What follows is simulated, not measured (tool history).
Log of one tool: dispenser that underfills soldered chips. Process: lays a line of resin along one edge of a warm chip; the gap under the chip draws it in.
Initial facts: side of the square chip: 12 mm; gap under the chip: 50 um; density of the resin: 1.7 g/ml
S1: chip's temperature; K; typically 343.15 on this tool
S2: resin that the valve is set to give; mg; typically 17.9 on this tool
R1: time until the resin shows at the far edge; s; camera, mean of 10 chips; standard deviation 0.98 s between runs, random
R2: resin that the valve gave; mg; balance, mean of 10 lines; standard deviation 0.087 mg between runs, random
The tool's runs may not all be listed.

run	day	S1	S2	R1	R2
1	0.000	343.15	17.9	150.0	17.21
# day 0.062: new syringe of resin
2	0.392	343.15	17.9	153.4	16.97
# day 0.454: new syringe of resin
# day 0.592: dispensing valve cleaned and set on the balance
3	0.825	343.15	17.9	153.3	17.98
# day 0.888: new syringe of resin
4	1.071	343.15	17.9	118.8	17.90
# day 1.254: new syringe of resin
# day 1.646: new syringe of resin
5	1.662	343.15	17.9	91.4	17.75
# day 2.021: new syringe of resin
6	2.083	343.15	17.9	102.2	17.66
# day 2.383: new syringe of resin
7	2.662	343.15	17.9	142.4	17.34
# day 2.758: new syringe of resin
# day 3.117: new syringe of resin
8	3.146	349.15	15.4	82.0	14.90
# day 3.479: new syringe of resin
9	3.708	349.15	15.4	114.1	15.05
# day 3.833: new syringe of resin
10	4.067	353.15	21.2	96.3	20.46
# day 4.196: new syringe of resin
11	4.521	328.15	17.9	254.9	17.20
# day 4.583: new syringe of resin
12	4.788	353.15	15.5	96.0	14.80

Predict each of these 3 candidate next runs independently; none follows another, all start after run 12:
# day 4.967: new syringe of resin
# day 5.121: dispensing valve cleaned and set on the balance
A	5.200	357.15	16.9	?	?
# day 4.967: new syringe of resin
# day 5.121: dispensing valve cleaned and set on the balance
B	5.200	353.15	22.3	?	?
# day 4.967: new syringe of resin
# day 5.121: dispensing valve cleaned and set on the balance
C	5.200	343.15	17.9	?	?

run	R1	R2
A	81.0	16.81
B	88.1	22.47
C	123.7	17.82
With the hidden condition removed and each run's random variation left untouched, the same runs would have given:
run	R1	R2
A	61.3	16.88
B	66.7	22.57
C	93.8	17.90
